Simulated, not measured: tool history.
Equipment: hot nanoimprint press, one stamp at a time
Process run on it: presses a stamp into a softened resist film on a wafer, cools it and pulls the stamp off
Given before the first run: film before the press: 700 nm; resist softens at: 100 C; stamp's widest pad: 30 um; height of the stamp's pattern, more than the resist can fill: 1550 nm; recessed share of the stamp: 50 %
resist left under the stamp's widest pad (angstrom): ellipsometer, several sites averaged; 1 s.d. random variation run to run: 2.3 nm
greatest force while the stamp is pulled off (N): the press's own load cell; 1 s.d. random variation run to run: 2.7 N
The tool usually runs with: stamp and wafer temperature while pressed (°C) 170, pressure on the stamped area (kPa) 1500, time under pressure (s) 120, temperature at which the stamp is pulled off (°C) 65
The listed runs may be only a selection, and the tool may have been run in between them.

run	hour	stamp and wafer temperature while pressed (°C)	pressure on the stamped area (kPa)	time under pressure (s)	temperature at which the stamp is pulled off (°C)	resist left under the stamp's widest pad (angstrom)	greatest force while the stamp is pulled off (N)
1	0	170	1500	120	65	3883	230
2	23.2	170	1500	120	65	3809	237
3	49	170	1500	120	65	3886	243
4	70.1	170	1500	166	65	3405	240
5	98.4	170	1500	166	65	3407	246
6	119.4	172	1500	166	65	3131	251
# hour 133.9: stamp cleaned and given a new release coat
7	137.9	170	1500	120	65	3812	231
8	155.1	170	1500	120	65	3838	227
9	167	170	1500	120	65	3774	233
10	184.3	170	1500	120	65	3832	233
11	211.7	170	1500	120	65	3800	238
12	235.3	170	1500	120	65	3776	245
13	263.7	170	1500	120	64	3774	253
# hour 287.7: stamp cleaned and given a new release coat
14	294.5	170	1500	120	64	3760	233
15	319.2	170	1500	120	64	3753	232

What does the tool deliver on the next run?
16	346.5	172	1500	120	59	?	?

Run 16 gave resist left under the stamp's widest pad (angstrom) 3443, greatest force while the stamp is pulled off (N) 256.
With no hidden state in the tool, this same run would have given resist left under the stamp's widest pad (angstrom) 3571, greatest force while the stamp is pulled off (N) 249.

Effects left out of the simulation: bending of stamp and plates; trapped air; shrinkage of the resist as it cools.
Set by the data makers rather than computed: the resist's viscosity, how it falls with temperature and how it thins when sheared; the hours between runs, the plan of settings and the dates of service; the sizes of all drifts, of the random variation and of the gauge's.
